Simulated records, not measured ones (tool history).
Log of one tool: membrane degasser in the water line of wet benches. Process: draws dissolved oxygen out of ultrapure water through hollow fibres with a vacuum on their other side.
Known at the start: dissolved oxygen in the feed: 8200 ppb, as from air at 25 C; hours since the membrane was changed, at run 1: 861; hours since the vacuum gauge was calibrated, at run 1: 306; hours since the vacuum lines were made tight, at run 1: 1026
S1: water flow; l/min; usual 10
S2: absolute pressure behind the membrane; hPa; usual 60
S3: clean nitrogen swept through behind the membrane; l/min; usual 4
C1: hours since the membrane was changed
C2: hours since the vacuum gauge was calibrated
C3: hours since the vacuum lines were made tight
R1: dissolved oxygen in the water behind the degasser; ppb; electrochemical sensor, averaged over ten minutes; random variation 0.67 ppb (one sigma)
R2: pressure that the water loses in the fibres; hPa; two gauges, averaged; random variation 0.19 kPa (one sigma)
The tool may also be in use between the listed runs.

Run 1, hour 0: usual settings; C1 861; C2 306; C3 1026. Result: R1 59.6 ppb, R2 397.6 hPa.
Run 2, hour 114.1: usual settings; C1 975; C2 420; C3 1140. Result: R1 59.1 ppb, R2 397.1 hPa.
Run 3, hour 217: usual settings; C1 1078; C2 523; C3 1243. Result: R1 60 ppb, R2 396.2 hPa.
Run 4, hour 266.6: usual settings; C1 1128; C2 572; C3 1292. Result: R1 59.7 ppb, R2 397.3 hPa.
Run 5, hour 345.1: usual settings; C1 1206; C2 651; C3 1371. Result: R1 61 ppb, R2 399.5 hPa.
Run 6, hour 415.4: usual settings; C1 1277; C2 721; C3 1441. Result: R1 60.3 ppb, R2 398.7 hPa.
Run 7, hour 518.9: usual settings; C1 1380; C2 825; C3 1544. Result: R1 60.7 ppb, R2 397.1 hPa.
Run 8, hour 592.7: usual settings; C1 1454; C2 898; C3 1618. Result: R1 61.7 ppb, R2 399.1 hPa.
Run 9, hour 693.9: usual settings; C1 1555; C2 1000; C3 1720. Result: R1 61.2 ppb, R2 398 hPa.
Run 10, hour 758.4: usual settings but S3 3.5 l/min; C1 1620; C2 1064; C3 1784. Result: R1 61.3 ppb, R2 400 hPa.
Run 11, hour 835.3: usual settings but S3 3.5 l/min; C1 1697; C2 1141; C3 1861. Result: R1 63.5 ppb, R2 399 hPa.
Run 12, hour 931.6: usual settings but S3 3.5 l/min; C1 1793; C2 1237; C3 1957. Result: R1 63.4 ppb, R2 397.5 hPa.
Run 13, hour 996.2: usual settings but S1 14 l/min; C1 1858; C2 1302; C3 2022. Result: R1 154.6 ppb, R2 560 hPa.
Run 14, hour 1115: usual settings but S1 11 l/min; C1 1976; C2 1421; C3 2141. Result: R1 79.4 ppb, R2 434.4 hPa.
Run 15, hour 1233.3: usual settings but S1 12 l/min; C1 2095; C2 1539; C3 2259. Result: R1 101.8 ppb, R2 477.9 hPa.
Run 16, hour 1314.5: usual settings but S3 2.18 l/min; C1 2176; C2 1620; C3 2340. Result: R1 75.9 ppb, R2 398.1 hPa.
Run 17, hour 1388.4: usual settings but S2 52.6 hPa, S3 1.92 l/min; C1 2250; C2 1694; C3 2414. Result: R1 70.6 ppb, R2 400.4 hPa.
Run 18, hour 1450.2: usual settings but S3 2.4 l/min; C1 2312; C2 1756; C3 2476. Result: R1 72.2 ppb, R2 399.1 hPa.
Run 19, hour 1501.3: usual settings but S3 2.4 l/min; C1 2363; C2 1807; C3 2527. Result: R1 73.4 ppb, R2 397.4 hPa.
Run 20, hour 1591.5: usual settings but S3 2.4 l/min; C1 2453; C2 1897; C3 2617. Result: R1 74.5 ppb, R2 396.3 hPa.
Run 21, hour 1683.7: usual settings but S1 7 l/min, S3 4.48 l/min; C1 2545; C2 1989; C3 2709. Result: R1 22 ppb, R2 282.2 hPa.
Run 22, hour 1800.6: usual settings but S1 7 l/min, S3 2.13 l/min; C1 2662; C2 2106; C3 2826. Result: R1 34.2 ppb, R2 279.5 hPa.
Run 23, hour 1921: usual settings but S1 11 l/min, S2 109.4 hPa, S3 6.44 l/min; C1 2782; C2 2227; C3 2947. Result: R1 94 ppb, R2 437.8 hPa.
Run 24, hour 2040.7: usual settings but S1 11 l/min, S2 109.4 hPa, S3 6.44 l/min; C1 2902; C2 2346; C3 3066. Result: R1 95.6 ppb, R2 440.3 hPa.
Run 25, hour 2115.3: usual settings but S1 11 l/min, S2 109.4 hPa, S3 6.44 l/min; C1 2977; C2 2421; C3 3141. Result: R1 95.2 ppb, R2 436.4 hPa.
Run 26, hour 2217.6: usual settings but S1 6 l/min, S2 46.2 hPa, S3 6.44 l/min; C1 3079; C2 2523; C3 3243. Result: R1 8.5 ppb, R2 241.7 hPa.
Run 27, hour 2290.6: usual settings but S2 45.9 hPa; C1 3152; C2 2596; C3 3316. Result: R1 54.9 ppb, R2 398.2 hPa.
Run 28, hour 2395.9: usual settings but S1 6 l/min, S2 132.9 hPa, S3 9.98 l/min; C1 3257; C2 2702; C3 3422. Result: R1 20.6 ppb, R2 239.7 hPa.
Run 29, hour 2477.7: usual settings but S1 6 l/min, S2 132.9 hPa, S3 9.98 l/min; C1 3339; C2 2783; C3 3503. Result: R1 20.7 ppb, R2 242.2 hPa.
Run 30, hour 2541.2: usual settings but S2 41.2 hPa, S3 2.01 l/min; C1 3403; C2 2847; C3 3567. Result: R1 57 ppb, R2 397.2 hPa.
Run 31, hour 2609.8: usual settings but S2 96.1 hPa, S3 9.52 l/min; C1 3471; C2 2915; C3 3635. Result: R1 61.9 ppb, R2 404.1 hPa.
Run 32, hour 2719.1: usual settings but S1 16 l/min, S2 51.5 hPa, S3 8.36 l/min; C1 3580; C2 3025; C3 3745. Result: R1 202.2 ppb, R2 637.9 hPa.

Forecast each of these 4 alternatives for the next run:
Run A, hour 2773.5: usual settings but S2 68.5 hPa, S3 1.85 l/min; C1 3635; C2 3079; C3 3799. Result: R1 ?, R2 ?.
Run B, hour 2773.5: usual settings but S1 8 l/min, S3 1.83 l/min; C1 3635; C2 3079; C3 3799. Result: R1 ?, R2 ?.
Run C, hour 2773.5: usual settings but S1 8 l/min, S2 58.3 hPa, S3 10.41 l/min; C1 3635; C2 3079; C3 3799. Result: R1 ?, R2 ?.
Run D, hour 2773.5: usual settings but S2 131.4 hPa, S3 1.86 l/min; C1 3635; C2 3079; C3 3799. Result: R1 ?, R2 ?.

run     R1     R2
  A   95.1    399
  B   50.3  319.5
  C   24.6  320.2
  D  175.8  401.4
Without the tool's hidden state the same runs would have given:
run     R1     R2
  A   90.5  395.1
  B   47.4  316.3
  C   23.2    317
  D  169.5  397.4

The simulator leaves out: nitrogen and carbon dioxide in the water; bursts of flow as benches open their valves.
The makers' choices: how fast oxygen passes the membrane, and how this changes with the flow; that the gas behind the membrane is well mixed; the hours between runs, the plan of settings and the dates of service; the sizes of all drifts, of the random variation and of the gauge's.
